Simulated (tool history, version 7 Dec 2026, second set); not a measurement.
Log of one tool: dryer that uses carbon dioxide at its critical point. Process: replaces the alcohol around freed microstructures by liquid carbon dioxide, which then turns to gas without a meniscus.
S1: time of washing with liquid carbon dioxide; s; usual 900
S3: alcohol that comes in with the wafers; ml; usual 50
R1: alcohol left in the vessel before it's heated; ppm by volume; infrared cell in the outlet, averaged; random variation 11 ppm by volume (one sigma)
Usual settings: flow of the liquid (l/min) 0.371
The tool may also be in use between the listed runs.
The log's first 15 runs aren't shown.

run 16 hour=152.7 | S1=1260 flow_of_the_liquid_(l/min)=0.371 S3=50 | R1=147
run 17 hour=164.3 | S1=1260 flow_of_the_liquid_(l/min)=0.371 S3=50 | R1=149
run 18 hour=174.7 | S1=1140 flow_of_the_liquid_(l/min)=0.486 S3=28 | R1=40
run 19 hour=184.3 | S1=1140 flow_of_the_liquid_(l/min)=0.486 S3=28 | R1=38
run 20 hour=190.6 | S1=900 flow_of_the_liquid_(l/min)=0.432 S3=50 | R1=374
run 21 hour=200.6 | S1=720 flow_of_the_liquid_(l/min)=0.286 S3=24 | R1=1912
run 22 hour=213.6 | S1=720 flow_of_the_liquid_(l/min)=0.286 S3=24 | R1=1869
run 23 hour=221.2 | S1=720 flow_of_the_liquid_(l/min)=0.459 S3=41 | R1=611
run 24 hour=231.4 | S1=1080 flow_of_the_liquid_(l/min)=0.428 S3=77 | R1=242
run 25 hour=238.7 | S1=1080 flow_of_the_liquid_(l/min)=0.428 S3=77 | R1=217
run 26 hour=246.9 | S1=840 flow_of_the_liquid_(l/min)=0.439 S3=22 | R1=234
run 27 hour=257.6 | S1=960 flow_of_the_liquid_(l/min)=0.596 S3=41 | R1=42
run 28 hour=264.2 | S1=1080 flow_of_the_liquid_(l/min)=0.323 S3=22 | R1=307
run 29 hour=273.6 | S1=660 flow_of_the_liquid_(l/min)=0.326 S3=50 | R1=3313
run 30 hour=285.1 | S1=660 flow_of_the_liquid_(l/min)=0.326 S3=50 | R1=3436

The next listed run, before its measurement:
run 31 hour=296.6 | S1=900 flow_of_the_liquid_(l/min)=0.288 S3=50 | R1=?

R1: 2078 ppm by volume
Without the tool's hidden state the same run would have given R1 1761 ppm by volume.
